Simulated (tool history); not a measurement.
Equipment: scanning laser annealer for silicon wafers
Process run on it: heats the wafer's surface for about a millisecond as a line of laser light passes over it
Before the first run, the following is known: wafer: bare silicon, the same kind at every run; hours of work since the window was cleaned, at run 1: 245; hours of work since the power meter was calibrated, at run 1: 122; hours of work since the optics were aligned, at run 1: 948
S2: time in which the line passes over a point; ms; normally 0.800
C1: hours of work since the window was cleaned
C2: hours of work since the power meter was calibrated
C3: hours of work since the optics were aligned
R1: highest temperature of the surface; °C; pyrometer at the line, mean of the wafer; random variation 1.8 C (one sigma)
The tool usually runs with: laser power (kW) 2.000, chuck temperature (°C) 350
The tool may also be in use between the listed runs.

run 1 hour=0.0 | laser_power_(kW)=2.000 S2=0.800 chuck_temperature_(°C)=350 | C1=245 C2=122 C3=948 | R1=1022
run 2 hour=29.5 | laser_power_(kW)=2.000 S2=0.800 chuck_temperature_(°C)=350 | C1=258 C2=135 C3=961 | R1=1020
run 3 hour=70.1 | laser_power_(kW)=2.000 S2=0.800 chuck_temperature_(°C)=350 | C1=277 C2=153 C3=979 | R1=1018
run 4 hour=90.9 | laser_power_(kW)=2.000 S2=0.570 chuck_temperature_(°C)=350 | C1=286 C2=163 C3=989 | R1=923
run 5 hour=118.6 | laser_power_(kW)=2.000 S2=0.570 chuck_temperature_(°C)=350 | C1=298 C2=175 C3=1001 | R1=923
-- hour=148.0 window over the wafer cleaned
run 6 hour=151.4 | laser_power_(kW)=2.000 S2=0.570 chuck_temperature_(°C)=316 | C1=2 C2=189 C3=1015 | R1=916
run 7 hour=177.6 | laser_power_(kW)=2.000 S2=0.980 chuck_temperature_(°C)=350 | C1=13 C2=201 C3=1027 | R1=1115
run 8 hour=208.2 | laser_power_(kW)=2.000 S2=0.980 chuck_temperature_(°C)=350 | C1=27 C2=215 C3=1041 | R1=1111
run 9 hour=249.2 | laser_power_(kW)=2.000 S2=0.980 chuck_temperature_(°C)=350 | C1=46 C2=233 C3=1059 | R1=1110
run 10 hour=284.4 | laser_power_(kW)=2.000 S2=0.800 chuck_temperature_(°C)=350 | C1=62 C2=249 C3=1075 | R1=1037
run 11 hour=301.6 | laser_power_(kW)=2.000 S2=0.800 chuck_temperature_(°C)=350 | C1=69 C2=257 C3=1083 | R1=1038
run 12 hour=321.3 | laser_power_(kW)=2.000 S2=0.800 chuck_temperature_(°C)=350 | C1=78 C2=266 C3=1092 | R1=1038
run 13 hour=349.0 | laser_power_(kW)=2.000 S2=0.800 chuck_temperature_(°C)=350 | C1=91 C2=278 C3=1105 | R1=1035
-- hour=373.8 optics aligned, line set to its width
run 14 hour=382.1 | laser_power_(kW)=2.000 S2=0.800 chuck_temperature_(°C)=350 | C1=103 C2=291 C3=4 | R1=1039
run 15 hour=405.0 | laser_power_(kW)=2.081 S2=0.722 chuck_temperature_(°C)=350 | C1=114 C2=301 C3=14 | R1=1037
run 16 hour=438.0 | laser_power_(kW)=1.890 S2=0.800 chuck_temperature_(°C)=350 | C1=129 C2=316 C3=29 | R1=997
run 17 hour=466.9 | laser_power_(kW)=1.890 S2=0.563 chuck_temperature_(°C)=319 | C1=142 C2=329 C3=42 | R1=869
run 18 hour=499.6 | laser_power_(kW)=1.767 S2=0.800 chuck_temperature_(°C)=350 | C1=156 C2=344 C3=57 | R1=952
run 19 hour=537.5 | laser_power_(kW)=2.099 S2=0.800 chuck_temperature_(°C)=347 | C1=174 C2=361 C3=74 | R1=1066
run 20 hour=560.6 | laser_power_(kW)=1.713 S2=0.800 chuck_temperature_(°C)=380 | C1=184 C2=371 C3=84 | R1=955
run 21 hour=578.2 | laser_power_(kW)=2.193 S2=0.800 chuck_temperature_(°C)=348 | C1=192 C2=379 C3=92 | R1=1100
run 22 hour=600.7 | laser_power_(kW)=1.817 S2=0.884 chuck_temperature_(°C)=350 | C1=202 C2=390 C3=102 | R1=991
run 23 hour=622.3 | laser_power_(kW)=2.177 S2=0.659 chuck_temperature_(°C)=310 | C1=212 C2=399 C3=112 | R1=991
run 24 hour=661.1 | laser_power_(kW)=2.007 S2=0.815 chuck_temperature_(°C)=360 | C1=229 C2=417 C3=130 | R1=1044
run 25 hour=689.0 | laser_power_(kW)=2.179 S2=0.800 chuck_temperature_(°C)=341 | C1=242 C2=429 C3=142 | R1=1077
run 26 hour=729.2 | laser_power_(kW)=2.179 S2=0.800 chuck_temperature_(°C)=341 | C1=260 C2=448 C3=160 | R1=1079
run 27 hour=769.3 | laser_power_(kW)=2.179 S2=0.800 chuck_temperature_(°C)=341 | C1=278 C2=466 C3=179 | R1=1076
run 28 hour=797.8 | laser_power_(kW)=2.179 S2=0.689 chuck_temperature_(°C)=382 | C1=291 C2=479 C3=191 | R1=1068

4 ways to go on from here, each from the tool as it stands after run 28. What would each give?
run A hour=829.4 | laser_power_(kW)=2.000 S2=0.570 chuck_temperature_(°C)=350 | C1=305 C2=493 C3=206 | R1=?
run B hour=829.4 | laser_power_(kW)=2.015 S2=0.576 chuck_temperature_(°C)=389 | C1=305 C2=493 C3=206 | R1=?
run C hour=829.4 | laser_power_(kW)=1.875 S2=0.800 chuck_temperature_(°C)=350 | C1=305 C2=493 C3=206 | R1=?
run D hour=829.4 | laser_power_(kW)=1.872 S2=0.979 chuck_temperature_(°C)=334 | C1=305 C2=493 C3=206 | R1=?

run=A R1=922
run=B R1=965
run=C R1=973
run=D R1=1010
Without the tool's unlogged condition, the same runs would have read:
run=A R1=955
run=B R1=999
run=C R1=1010
run=D R1=1050
